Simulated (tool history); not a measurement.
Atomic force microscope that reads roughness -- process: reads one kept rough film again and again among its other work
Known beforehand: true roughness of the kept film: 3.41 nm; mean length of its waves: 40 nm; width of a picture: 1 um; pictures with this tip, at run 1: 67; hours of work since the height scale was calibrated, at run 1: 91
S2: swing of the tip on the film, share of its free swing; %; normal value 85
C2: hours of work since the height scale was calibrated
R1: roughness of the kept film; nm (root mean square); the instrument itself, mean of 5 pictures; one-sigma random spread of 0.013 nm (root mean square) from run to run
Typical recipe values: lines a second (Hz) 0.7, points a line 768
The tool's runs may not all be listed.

run 1 hour=0 | lines_a_second_(Hz)=0.7 S2=85 points_a_line=768 | pictures_with_this_tip=67 C2=91 | R1=3.09
run 2 hour=9.3 | lines_a_second_(Hz)=0.7 S2=57 points_a_line=768 | pictures_with_this_tip=76 C2=96 | R1=3.223
run 3 hour=18.9 | lines_a_second_(Hz)=0.7 S2=57 points_a_line=768 | pictures_with_this_tip=85 C2=101 | R1=3.232
run 4 hour=31 | lines_a_second_(Hz)=0.7 S2=85 points_a_line=289 | pictures_with_this_tip=96 C2=107 | R1=3.081
run 5 hour=43.2 | lines_a_second_(Hz)=0.7 S2=85 points_a_line=289 | pictures_with_this_tip=107 C2=113 | R1=3.07
run 6 hour=55.7 | lines_a_second_(Hz)=0.7 S2=85 points_a_line=768 | pictures_with_this_tip=119 C2=119 | R1=3.088
run 7 hour=63.4 | lines_a_second_(Hz)=0.7 S2=64 points_a_line=768 | pictures_with_this_tip=126 C2=123 | R1=3.188
run 8 hour=74.6 | lines_a_second_(Hz)=0.7 S2=59 points_a_line=768 | pictures_with_this_tip=136 C2=129 | R1=3.202
run 9 hour=80.6 | lines_a_second_(Hz)=0.7 S2=58 points_a_line=773 | pictures_with_this_tip=142 C2=132 | R1=3.238
run 10 hour=89.7 | lines_a_second_(Hz)=0.7 S2=58 points_a_line=773 | pictures_with_this_tip=150 C2=137 | R1=3.237
run 11 hour=102.8 | lines_a_second_(Hz)=0.7 S2=58 points_a_line=773 | pictures_with_this_tip=162 C2=143 | R1=3.213
-- hour=109.2 new tip fitted
run 12 hour=116.3 | lines_a_second_(Hz)=2.371 S2=82 points_a_line=773 | pictures_with_this_tip=6 C2=150 | R1=2.804
run 13 hour=128.9 | lines_a_second_(Hz)=1.664 S2=74 points_a_line=740 | pictures_with_this_tip=18 C2=156 | R1=3.03

Hidden state at the last listed run before each entry between runs and at the first one after, where it differs:
After run 11, before run 12: new tip fitted (hour 109.2)
  radius of the tip, nm: 5.4 -> 5
